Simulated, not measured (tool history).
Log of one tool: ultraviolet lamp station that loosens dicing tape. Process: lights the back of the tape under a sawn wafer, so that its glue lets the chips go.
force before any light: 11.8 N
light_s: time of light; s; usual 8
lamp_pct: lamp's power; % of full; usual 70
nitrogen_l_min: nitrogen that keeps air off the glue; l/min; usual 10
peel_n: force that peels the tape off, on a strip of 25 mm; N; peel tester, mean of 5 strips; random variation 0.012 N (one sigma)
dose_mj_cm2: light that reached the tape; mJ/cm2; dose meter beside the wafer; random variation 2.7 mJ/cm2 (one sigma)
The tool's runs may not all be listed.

| run | day | light_s | lamp_pct | nitrogen_l_min | peel_n | dose_mj_cm2 |
|---|---|---|---|---|---|---|
| 1 | 0 | 8 | 70 | 10 | 0.557 | 342 |
| 2 | 0.417 | 8 | 70 | 10 | 0.559 | 347 |
| 3 | 0.854 | 8 | 70 | 10 | 0.57 | 349 |
| 4 | 1.133 | 8 | 70 | 10 | 0.565 | 346 |
| 5 | 1.475 | 8 | 70 | 10 | 0.576 | 345 |
| 6 | 1.829 | 8 | 70 | 10 | 0.587 | 342 |
| 7 | 2.079 | 8 | 70 | 10 | 0.589 | 345 |
| 8 | 2.375 | 8 | 70 | 10 | 0.614 | 340 |
| 9 | 2.725 | 8 | 66 | 10 | 0.68 | 322 |
| 10 | 3.121 | 8 | 70 | 10 | 0.585 | 342 |
| 11 | 3.521 | 8 | 70 | 5 | 1.232 | 346 |
| 12 | 3.946 | 8 | 82 | 5 | 0.866 | 401 |
| 13 | 4.442 | 8 | 70 | 10 | 0.612 | 339 |
| 14 | 4.646 | 8 | 70 | 10 | 0.604 | 342 |
| 15 | 4.862 | 8 | 70 | 10 | 0.621 | 339 |
| 16 | 5.217 | 5 | 89 | 10 | 1.08 | 269 |
| 17 | 5.433 | 9 | 63 | 10 | 0.582 | 344 |
| 18 | 5.65 | 8 | 78 | 5 | 1.035 | 376 |
| 19 | 6.012 | 8 | 73 | 12 | 0.445 | 352 |
| 20 | 6.488 | 8 | 73 | 12 | 0.446 | 352 |
|  | 6.542 | window cleaned of glue's vapour |
| 21 | 6.754 | 9 | 99 | 5 | 0.396 | 526 |
| 22 | 7.188 | 9 | 99 | 5 | 0.403 | 526 |
| 23 | 7.554 | 11 | 85 | 17 | 0.076 | 547 |
| 24 | 7.808 | 8 | 94 | 6 | 0.508 | 439 |
| 25 | 8.133 | 9 | 94 | 4 | 0.627 | 496 |
| 26 | 8.462 | 4 | 87 | 5 | 3.046 | 205 |
| 27 | 8.808 | 5 | 67 | 10 | 2.118 | 193 |
|  | 9.217 | window cleaned of glue's vapour, once more |
| 28 | 9.325 | 5 | 67 | 10 | 1.937 | 201 |
| 29 | 9.692 | 5 | 66 | 10 | 2.042 | 201 |

The same runs without the tool's hidden state, with the same run-to-run variation:
The hidden state here: lamp's light, % of a new lamp's; light that the window lets through, % of a clean one's; drift of the gauge itself on peel_n, %; drift of the gauge itself on dose_mj_cm2, %.
| run | peel_n | dose_mj_cm2 |
|---|---|---|
| 1 | 0.542 | 345 |
| 2 | 0.541 | 351 |
| 3 | 0.548 | 354 |
| 4 | 0.541 | 351 |
| 5 | 0.549 | 351 |
| 6 | 0.556 | 349 |
| 7 | 0.557 | 352 |
| 8 | 0.578 | 348 |
| 9 | 0.638 | 329 |
| 10 | 0.543 | 351 |
| 11 | 1.158 | 356 |
| 12 | 0.802 | 413 |
| 13 | 0.557 | 351 |
| 14 | 0.548 | 354 |
| 15 | 0.562 | 351 |
| 16 | 0.99 | 279 |
| 17 | 0.522 | 357 |
| 18 | 0.942 | 391 |
| 19 | 0.394 | 367 |
| 20 | 0.39 | 367 |
| 21 | 0.329 | 558 |
| 22 | 0.333 | 559 |
| 23 | 0.066 | 583 |
| 24 | 0.42 | 468 |
| 25 | 0.519 | 530 |
| 26 | 2.769 | 220 |
| 27 | 1.871 | 208 |
| 28 | 1.838 | 206 |
| 29 | 1.933 | 208 |

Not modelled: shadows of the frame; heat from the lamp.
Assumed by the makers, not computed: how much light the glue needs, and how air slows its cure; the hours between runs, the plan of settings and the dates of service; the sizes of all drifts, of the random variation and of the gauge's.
